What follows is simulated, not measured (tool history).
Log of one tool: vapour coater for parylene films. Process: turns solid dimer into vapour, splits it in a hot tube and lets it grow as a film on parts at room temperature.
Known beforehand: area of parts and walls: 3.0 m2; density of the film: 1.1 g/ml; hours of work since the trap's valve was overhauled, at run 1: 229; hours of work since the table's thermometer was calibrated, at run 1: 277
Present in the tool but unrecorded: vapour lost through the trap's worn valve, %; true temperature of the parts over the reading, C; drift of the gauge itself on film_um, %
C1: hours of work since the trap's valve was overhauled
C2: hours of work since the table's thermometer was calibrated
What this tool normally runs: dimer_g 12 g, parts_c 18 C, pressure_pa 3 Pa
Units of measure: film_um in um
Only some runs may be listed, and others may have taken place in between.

run 1 day=0 | dimer_g=12 parts_c=18 pressure_pa=3 | C1=229 C2=277 | film_um=2.69
run 2 day=0.488 | dimer_g=12 parts_c=18 pressure_pa=3 | C1=234 C2=282 | film_um=2.71
run 3 day=0.992 | dimer_g=12 parts_c=18 pressure_pa=3 | C1=240 C2=288 | film_um=2.69
run 4 day=1.662 | dimer_g=15 parts_c=18 pressure_pa=3 | C1=247 C2=295 | film_um=3.36
run 5 day=2.2 | dimer_g=5 parts_c=18 pressure_pa=3 | C1=252 C2=300 | film_um=1.14
run 6 day=2.717 | dimer_g=5 parts_c=19 pressure_pa=3 | C1=258 C2=306 | film_um=1.11
run 7 day=3.171 | dimer_g=5 parts_c=19 pressure_pa=3 | C1=262 C2=311 | film_um=1.08
run 8 day=3.779 | dimer_g=5 parts_c=19 pressure_pa=3 | C1=269 C2=317 | film_um=1.06
run 9 day=4.25 | dimer_g=5 parts_c=19 pressure_pa=3 | C1=274 C2=322 | film_um=1.09
run 10 day=4.9 | dimer_g=5 parts_c=19 pressure_pa=4.64 | C1=281 C2=329 | film_um=1
run 11 day=5.325 | dimer_g=12 parts_c=18 pressure_pa=10.9 | C1=285 C2=333 | film_um=2.17
run 12 day=5.846 | dimer_g=12 parts_c=18 pressure_pa=10.9 | C1=291 C2=339 | film_um=2.16
run 13 day=6.279 | dimer_g=12 parts_c=18 pressure_pa=3 | C1=295 C2=343 | film_um=2.73
run 14 day=6.588 | dimer_g=12 parts_c=18 pressure_pa=3 | C1=298 C2=346 | film_um=2.72
run 15 day=7.067 | dimer_g=12 parts_c=18 pressure_pa=3 | C1=303 C2=352 | film_um=2.73
run 16 day=7.712 | dimer_g=12 parts_c=18 pressure_pa=3 | C1=310 C2=358 | film_um=2.7
run 17 day=8.046 | dimer_g=12 parts_c=12 pressure_pa=3 | C1=314 C2=362 | film_um=3.24
run 18 day=8.7 | dimer_g=12 parts_c=12 pressure_pa=3 | C1=321 C2=369 | film_um=3.22
run 19 day=9.104 | dimer_g=12 parts_c=12 pressure_pa=3 | C1=325 C2=373 | film_um=3.23
run 20 day=9.467 | dimer_g=12 parts_c=12 pressure_pa=3 | C1=329 C2=377 | film_um=3.23
run 21 day=10.15 | dimer_g=12 parts_c=12 pressure_pa=3 | C1=336 C2=384 | film_um=3.21
run 22 day=10.508 | dimer_g=12 parts_c=28 pressure_pa=3 | C1=340 C2=388 | film_um=1.98
run 23 day=11.029 | dimer_g=12 parts_c=28 pressure_pa=3 | C1=345 C2=393 | film_um=2.02
run 24 day=11.696 | dimer_g=12 parts_c=28 pressure_pa=3 | C1=352 C2=400 | film_um=1.99

What does the tool deliver on the next run?
run 25 day=12.108 | dimer_g=11 parts_c=24 pressure_pa=10.14 | C1=356 C2=404 | film_um=?

{"run 25": {"film_um": 1.65}}
If the tool had no hidden condition, the same run with the same run-to-run variation would have returned film_um 1.66 um.
